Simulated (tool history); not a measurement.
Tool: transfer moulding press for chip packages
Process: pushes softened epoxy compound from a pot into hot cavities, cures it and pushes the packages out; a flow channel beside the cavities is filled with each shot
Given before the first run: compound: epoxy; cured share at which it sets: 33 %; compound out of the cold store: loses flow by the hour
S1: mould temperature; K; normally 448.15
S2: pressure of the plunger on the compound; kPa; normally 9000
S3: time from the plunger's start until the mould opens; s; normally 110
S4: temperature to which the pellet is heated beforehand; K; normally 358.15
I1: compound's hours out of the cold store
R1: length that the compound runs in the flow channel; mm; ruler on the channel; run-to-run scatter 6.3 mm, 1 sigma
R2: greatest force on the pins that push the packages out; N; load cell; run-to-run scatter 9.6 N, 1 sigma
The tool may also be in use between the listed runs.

run	hour	S1	S2	S3	S4	I1	R1	R2
1	0	448.15	9000	110	358.15	45.8	657	495
# hour 44.2: cavities cleaned with cleaning compound and waxed
2	51.6	454.15	9000	110	358.15	37.5	644	437
3	90.5	448.15	9000	110	358.15	34.7	668	634
# hour 97.3: cavities cleaned with cleaning compound and waxed
4	135	453.15	9000	110	358.15	34.7	640	553
# hour 154.6: cavities cleaned with cleaning compound and waxed
# hour 199.7: plunger's sealing rings changed
5	200.4	453.15	9000	110	358.15	9.1	742	581
# hour 212.2: cavities cleaned with cleaning compound and waxed
6	247.3	453.15	9000	110	358.15	28	704	546
# hour 266.4: cavities cleaned with cleaning compound and waxed
7	317.4	453.15	9000	110	358.15	31.1	686	556
# hour 323.4: cavities cleaned with cleaning compound and waxed
8	371	453.15	8340	110	358.15	20.7	666	597
# hour 381.5: cavities cleaned with cleaning compound and waxed
# hour 390: mould's thermocouples calibrated
9	426	448.15	9000	110	358.15	28.1	670	614
# hour 439.8: cavities cleaned with cleaning compound and waxed
# hour 497.1: cavities cleaned with cleaning compound and waxed
10	500.3	448.15	9000	110	358.15	25.2	678	445
# hour 522.8: plunger's sealing rings changed
# hour 557.3: cavities cleaned with cleaning compound and waxed
11	560	448.15	9000	110	358.15	31.4	702	480
# hour 612.8: cavities cleaned with cleaning compound and waxed
12	620.6	448.15	9000	110	358.15	17.6	719	488
13	656.1	448.15	9000	110	358.15	10	741	633
# hour 666.6: cavities cleaned with cleaning compound and waxed
14	709.9	447.15	9000	110	358.15	46.1	642	602
# hour 722.6: cavities cleaned with cleaning compound and waxed
# hour 780.5: cavities cleaned with cleaning compound and waxed
15	781.8	448.15	10450	110	358.15	15.8	754	462
# hour 833.8: cavities cleaned with cleaning compound and waxed
# hour 843.5: plunger's sealing rings changed
16	852.3	440.15	7490	110	349.15	26.6	683	770
# hour 893.2: cavities cleaned with cleaning compound and waxed
17	914.7	447.15	7000	127	359.15	44.1	584	524
# hour 949.6: cavities cleaned with cleaning compound and waxed
18	957.7	447.15	7680	91	350.15	25.8	644	666
19	999.8	447.15	7680	91	350.15	39.4	610	826
# hour 1005.5: cavities cleaned with cleaning compound and waxed
20	1051.7	448.15	8310	129	350.15	33.7	636	588
# hour 1059.7: cavities cleaned with cleaning compound and waxed
21	1092.9	451.15	9000	116	357.15	13.9	695	552
# hour 1099.6: mould's thermocouples calibrated
# hour 1117.1: cavities cleaned with cleaning compound and waxed
22	1143.3	451.15	9000	116	357.15	42.4	637	526
# hour 1167.9: plunger's sealing rings changed
# hour 1175.5: cavities cleaned with cleaning compound and waxed
23	1216.1	451.15	9000	116	357.15	42.1	657	576
# hour 1234.4: cavities cleaned with cleaning compound and waxed
# hour 1288.5: cavities cleaned with cleaning compound and waxed
24	1297.3	451.15	9000	116	357.15	21.4	694	455
# hour 1343.7: cavities cleaned with cleaning compound and waxed
25	1359.5	445.15	9990	137	367.15	45.9	685	483

What if the next run were any one of these 4? Each begins from the tool's condition after run 25:
# hour 1400.5: cavities cleaned with cleaning compound and waxed
A	1435.7	450.15	9000	103	363.15	15.4	?	?
# hour 1400.5: cavities cleaned with cleaning compound and waxed
B	1435.7	448.15	8830	92	358.15	28.2	?	?
# hour 1400.5: cavities cleaned with cleaning compound and waxed
C	1435.7	448.15	10140	112	361.15	34.3	?	?
# hour 1400.5: cavities cleaned with cleaning compound and waxed
D	1435.7	444.15	9990	137	349.15	21.7	?	?

run	R1	R2
A	696	625
B	674	741
C	692	601
D	746	565
Take away the tool's hidden state, keep each run's random variation, and the runs would have read:
run	R1	R2
A	734	448
B	710	525
C	729	431
D	785	407

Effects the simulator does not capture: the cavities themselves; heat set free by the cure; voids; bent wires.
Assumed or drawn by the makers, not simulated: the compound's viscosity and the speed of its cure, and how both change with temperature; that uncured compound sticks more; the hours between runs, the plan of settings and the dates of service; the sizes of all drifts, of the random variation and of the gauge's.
